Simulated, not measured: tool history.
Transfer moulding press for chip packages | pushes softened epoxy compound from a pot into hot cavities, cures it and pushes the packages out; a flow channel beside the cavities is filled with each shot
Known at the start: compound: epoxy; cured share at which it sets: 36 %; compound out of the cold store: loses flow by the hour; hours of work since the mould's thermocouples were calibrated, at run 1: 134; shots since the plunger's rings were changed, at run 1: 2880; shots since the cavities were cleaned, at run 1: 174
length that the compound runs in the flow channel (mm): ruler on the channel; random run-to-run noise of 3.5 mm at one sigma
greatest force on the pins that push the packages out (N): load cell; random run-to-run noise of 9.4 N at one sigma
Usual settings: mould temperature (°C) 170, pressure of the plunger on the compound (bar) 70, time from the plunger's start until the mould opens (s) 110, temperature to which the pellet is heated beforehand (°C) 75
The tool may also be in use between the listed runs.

| run | day | mould temperature (°C) | pressure of the plunger on the compound (bar) | time from the plunger's start until the mould opens (s) | temperature to which the pellet is heated beforehand (°C) | hours of work since the mould's thermocouples were calibrated | shots since the plunger's rings were changed | shots since the cavities were cleaned | incoming compound's hours out of the cold store | length that the compound runs in the flow channel (mm) | greatest force on the pins that push the packages out (N) |
|---|---|---|---|---|---|---|---|---|---|---|---|
| 1 | 0 | 170 | 70 | 110 | 75 | 134 | 2880 | 174 | 20.1 | 556 | 534 |
| 2 | 0.188 | 170 | 70 | 110 | 75 | 137 | 2931 | 225 | 24.7 | 547 | 535 |
| 3 | 0.504 | 170 | 70 | 110 | 81 | 141 | 3015 | 309 | 28.7 | 543 | 564 |
|  | 0.938 | cavities cleaned with cleaning compound and waxed |
| 4 | 0.95 | 170 | 70 | 110 | 81 | 147 | 3118 | 4 | 40.2 | 522 | 424 |
| 5 | 1.279 | 170 | 70 | 110 | 73 | 152 | 3205 | 91 | 42.2 | 519 | 467 |
| 6 | 1.483 | 170 | 70 | 110 | 73 | 155 | 3259 | 145 | 46 | 505 | 480 |
| 7 | 1.692 | 170 | 70 | 110 | 73 | 158 | 3315 | 201 | 23.1 | 549 | 531 |
| 8 | 2.092 | 170 | 70 | 110 | 75 | 164 | 3422 | 308 | 33.6 | 522 | 572 |
| 9 | 2.321 | 170 | 70 | 110 | 75 | 167 | 3483 | 369 | 45.7 | 507 | 575 |
|  | 2.529 | cavities cleaned with cleaning compound and waxed |
| 10 | 2.558 | 170 | 53.1 | 142 | 78 | 169 | 3529 | 7 | 21.9 | 477 | 365 |
| 11 | 2.892 | 174 | 53.1 | 134 | 67 | 174 | 3618 | 96 | 43.2 | 433 | 386 |
| 12 | 3.083 | 170 | 72.9 | 110 | 76 | 177 | 3670 | 148 | 24 | 543 | 512 |
| 13 | 3.333 | 176 | 72.9 | 110 | 76 | 181 | 3736 | 214 | 23.5 | 536 | 445 |
| 14 | 3.733 | 176 | 72.9 | 110 | 76 | 187 | 3843 | 321 | 42.5 | 507 | 463 |
|  | 4.133 | cavities cleaned with cleaning compound and waxed |
| 15 | 4.15 | 176 | 72.9 | 110 | 76 | 192 | 3937 | 4 | 9.6 | 559 | 375 |
| 16 | 4.388 | 173 | 67.1 | 140 | 76 | 195 | 4001 | 68 | 14.4 | 537 | 385 |
| 17 | 4.596 | 176 | 80.4 | 136 | 77 | 198 | 4057 | 124 | 22.2 | 565 | 406 |

Subtracting, for every run, the result it would have given without the tool's unlogged condition from the measured result gives the following. The same run-to-run variation enters both numbers; the gauge's scatter may not:
Hidden state at play: true mould temperature over the reading, C; pressure that reaches the compound, % of what is set; grip of the stained cavities, % over clean ones'; drift of the gauge itself on flow_mm, %; drift of the gauge itself on push_out_n, %.
| run | length that the compound runs in the flow channel (mm) | greatest force on the pins that push the packages out (N) |
|---|---|---|
| 1 | -28 | +77 |
| 2 | -28 | +96 |
| 3 | -29 | +131 |
| 4 | -29 | -5 |
| 5 | -30 | +39 |
| 6 | -30 | +63 |
| 7 | -33 | +90 |
| 8 | -32 | +134 |
| 9 | -31 | +151 |
| 10 | -31 | +1 |
| 11 | -28 | +40 |
| 12 | -36 | +66 |
| 13 | -35 | +83 |
| 14 | -35 | +115 |
| 15 | -39 | +13 |
| 16 | -39 | +41 |
| 17 | -40 | +63 |

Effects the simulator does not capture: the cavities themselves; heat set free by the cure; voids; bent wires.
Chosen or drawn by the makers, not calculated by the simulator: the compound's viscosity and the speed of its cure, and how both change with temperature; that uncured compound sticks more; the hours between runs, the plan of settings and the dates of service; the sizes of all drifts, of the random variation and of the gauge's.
